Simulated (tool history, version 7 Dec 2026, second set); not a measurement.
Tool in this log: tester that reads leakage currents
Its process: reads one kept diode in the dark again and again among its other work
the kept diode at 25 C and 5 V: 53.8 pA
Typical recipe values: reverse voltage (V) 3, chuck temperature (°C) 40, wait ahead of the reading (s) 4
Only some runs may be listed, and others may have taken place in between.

run   hour  reverse voltage (V)  chuck temperature (°C)  wait ahead of the reading (s)  current that the tester gives (pA)
  1      0                    3                      40                              4                              131.28
  2   34.4                    3                      40                              4                              131.16
  3   97.3                    3                      40                              4                              131.65
  4  145.1                 1.04                      40                              4                               76.89
  5  204.1                 1.04                      40                              4                                76.8
  6  266.7                 1.04                      40                           0.72                               77.29
  7  322.1                 1.04                      40                           0.72                               77.84
  8  385.3                 1.04                      40                           0.72                               77.76
  9  425.6                 1.04                      40                           0.72                               78.16
 10  452.4                 1.04                      40                           0.72                               78.25
 11  493.7                 4.61                      39                           5.67                              159.35
     510.1  -- probe card cleaned and baked
 12    563                  2.6                      52                           7.96                              269.66
 13  625.8                 1.11                      58                           5.74                              259.86
 14    668                 2.67                      39                           5.74                              114.37
 15  722.1                 1.08                      40                           0.83                               78.31
 16  769.7                 1.08                      40                           0.83                               78.85

Estimate the outcome of run 17 from the log above:
 17  830.2                 5.72                      22                            1.2                                   ?

{"run 17": {"current that the tester gives (pA)": 50.88}}
If the tool had no hidden condition, the same run with the same run-to-run variation would have returned current that the tester gives (pA) 47.18.
